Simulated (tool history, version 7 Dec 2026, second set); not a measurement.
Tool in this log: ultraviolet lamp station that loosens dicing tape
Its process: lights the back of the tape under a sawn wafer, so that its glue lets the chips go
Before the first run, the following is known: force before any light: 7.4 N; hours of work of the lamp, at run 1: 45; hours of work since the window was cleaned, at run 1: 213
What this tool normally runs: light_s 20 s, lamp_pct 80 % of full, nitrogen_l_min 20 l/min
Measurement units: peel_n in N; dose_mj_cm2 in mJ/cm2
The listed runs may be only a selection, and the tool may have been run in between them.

run	hour	light_s	lamp_pct	nitrogen_l_min	hours of work of the lamp	hours of work since the window was cleaned	peel_n	dose_mj_cm2
1	0	20	80	20	45	213	0.717	345
2	9.8	20	80	21	49	217	0.715	347
3	16.6	20	69	20	52	220	0.965	297
4	22.7	20	80	20	55	223	0.752	337
5	31.4	20	80	20	58	227	0.734	342
6	36.1	20	80	20	61	229	0.733	342
7	40.3	20	80	20	62	231	0.727	346
# hour 42.2: window cleaned of glue's vapour
8	49.7	20	80	18	66	3	0.808	327
9	54.1	20	80	18	68	5	0.796	332
10	60.7	20	83	20	71	8	0.698	342
11	69.5	20	80	31	75	12	0.68	329
12	76.3	20	80	31	78	15	0.672	325
# hour 79.1: window cleaned of glue's vapour, once more
13	83.2	20	80	24	81	2	0.621	365
14	89.8	20	80	24	83	5	0.618	362
15	99.7	20	80	24	88	9	0.618	355
16	105.1	20	80	24	90	11	0.641	359
17	114.9	14	80	7	94	16	1.823	252
18	124.9	14	80	7	99	20	1.887	249
19	134.7	14	80	7	103	24	1.85	252
20	144.5	23	80	19	107	28	0.502	410
21	150.9	19	80	37	110	31	0.604	333
22	160	19	80	37	114	35	0.611	339
23	166.4	12	99	37	117	38	1.013	265
24	173.5	12	99	37	120	41	0.99	261
25	180.2	12	64	25	123	44	2.181	172
26	187.6	33	74	15	126	47	0.334	544
27	196.7	19	66	14	130	51	1.203	275
28	201.6	11	98	21	132	53	1.366	234
29	209.9	23	80	20	136	57	0.525	401
30	215.2	20	79	10	138	59	0.975	348
31	222.3	20	74	20	141	62	0.837	323

Forecast each of these 3 alternatives for the next run:
A	230	16	71	16	144	66	?	?
B	230	27	74	14	144	66	?	?
C	230	20	74	7	144	66	?	?

run	peel_n	dose_mj_cm2
A	1.431	250
B	0.522	441
C	1.236	324
Take away the tool's hidden state, keep each run's random variation, and the runs would have read:
run	peel_n	dose_mj_cm2
A	1.295	267
B	0.459	470
C	1.112	345

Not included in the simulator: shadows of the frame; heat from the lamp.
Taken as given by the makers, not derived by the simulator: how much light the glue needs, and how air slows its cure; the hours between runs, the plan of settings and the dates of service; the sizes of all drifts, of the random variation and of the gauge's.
